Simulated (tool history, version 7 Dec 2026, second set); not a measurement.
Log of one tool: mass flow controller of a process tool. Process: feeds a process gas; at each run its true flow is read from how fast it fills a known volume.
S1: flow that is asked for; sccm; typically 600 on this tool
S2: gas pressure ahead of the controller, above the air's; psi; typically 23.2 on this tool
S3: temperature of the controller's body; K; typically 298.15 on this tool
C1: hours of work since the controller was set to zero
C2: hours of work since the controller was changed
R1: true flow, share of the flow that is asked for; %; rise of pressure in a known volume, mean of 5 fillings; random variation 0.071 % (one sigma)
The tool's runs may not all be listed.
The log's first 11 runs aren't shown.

Run 12, hour 593.5: usual settings but S2 30.5 psi; C1 1495; C2 1495. Result: R1 100.33 %.
Run 13, hour 650.0: usual settings but S2 30.5 psi; C1 1528; C2 1528. Result: R1 100.38 %.
Run 14, hour 719.6: usual settings but S2 34.1 psi; C1 1568; C2 1568. Result: R1 100.33 %.
Run 15, hour 798.9: usual settings but S2 34.1 psi; C1 1613; C2 1613. Result: R1 100.33 %.
Run 16, hour 849.1: usual settings but S2 34.1 psi; C1 1642; C2 1642. Result: R1 100.31 %.
Run 17, hour 942.6: usual settings but S2 34.1 psi; C1 1695; C2 1695. Result: R1 100.34 %.
Run 18, hour 1014.0: usual settings but S1 614 sccm, S2 27.6 psi; C1 1736; C2 1736. Result: R1 100.73 %.
Run 19, hour 1101.0: usual settings but S2 29.3 psi; C1 1786; C2 1786. Result: R1 100.65 %.
Run 20, hour 1160.2: usual settings but S1 276 sccm, S2 29.2 psi, S3 300.15 K; C1 1820; C2 1820. Result: R1 100.76 %.
Run 21, hour 1223.7: usual settings but S1 276 sccm, S2 29.2 psi, S3 300.15 K; C1 1856; C2 1856. Result: R1 100.80 %.
Run 22, hour 1286.6: usual settings but S1 314 sccm, S2 29.2 psi, S3 300.15 K; C1 1892; C2 1892. Result: R1 100.82 %.
Run 23, hour 1358.7: usual settings but S2 33.9 psi, S3 306.15 K; C1 1934; C2 1934. Result: R1 99.48 %.
Run 24, hour 1410.0: usual settings but S2 33.9 psi, S3 306.15 K; C1 1963; C2 1963. Result: R1 99.56 %.
Run 25, hour 1452.0: usual settings but S2 33.9 psi, S3 306.15 K; C1 1987; C2 1987. Result: R1 99.56 %.
Run 26, hour 1491.4: usual settings but S2 33.9 psi, S3 306.15 K; C1 2010; C2 2010. Result: R1 99.56 %.
Run 27, hour 1534.1: usual settings but S2 34.1 psi; C1 2034; C2 2034. Result: R1 100.46 %.
Run 28, hour 1576.9: usual settings but S1 965 sccm, S2 22.5 psi; C1 2059; C2 2059. Result: R1 101.22 %.
Run 29, hour 1667.6: usual settings but S1 965 sccm, S2 22.5 psi; C1 2111; C2 2111. Result: R1 101.15 %.
Run 30, hour 1720.3: usual settings but S1 965 sccm, S2 22.5 psi; C1 2141; C2 2141. Result: R1 101.18 %.
Run 31, hour 1766.6: usual settings but S1 965 sccm, S2 22.5 psi; C1 2167; C2 2167. Result: R1 101.34 %.
Run 32, hour 1814.9: usual settings but S1 804 sccm, S2 22.2 psi, S3 297.15 K; C1 2195; C2 2195. Result: R1 101.29 %.
Run 33, hour 1883.3: usual settings but S2 26.7 psi; C1 2234; C2 2234. Result: R1 101.04 %.
Run 34, hour 1948.6: usual settings but S1 402 sccm, S2 26.7 psi; C1 2272; C2 2272. Result: R1 101.15 %.

What if the next run were any one of these 4? Each begins from the tool's condition after run 34:
Run A, hour 2008.5: usual settings but S1 892 sccm, S2 26.7 psi, S3 306.15 K; C1 2306; C2 2306. Result: R1 ?.
Run B, hour 2008.5: usual settings but S1 381 sccm, S3 299.15 K; C1 2306; C2 2306. Result: R1 ?.
Run C, hour 2008.5: usual settings but S1 402 sccm, S2 26.7 psi, S3 304.15 K; C1 2306; C2 2306. Result: R1 ?.
Run D, hour 2008.5: usual settings but S1 181 sccm, S2 31.5 psi, S3 297.15 K; C1 2306; C2 2306. Result: R1 ?.

run      R1
  A  100.22
  B  101.32
  C  100.49
  D  102.21
Without the tool's hidden state the same runs would have given:
run     R1
  A  99.14
  B  99.59
  C  98.82
  D  99.22

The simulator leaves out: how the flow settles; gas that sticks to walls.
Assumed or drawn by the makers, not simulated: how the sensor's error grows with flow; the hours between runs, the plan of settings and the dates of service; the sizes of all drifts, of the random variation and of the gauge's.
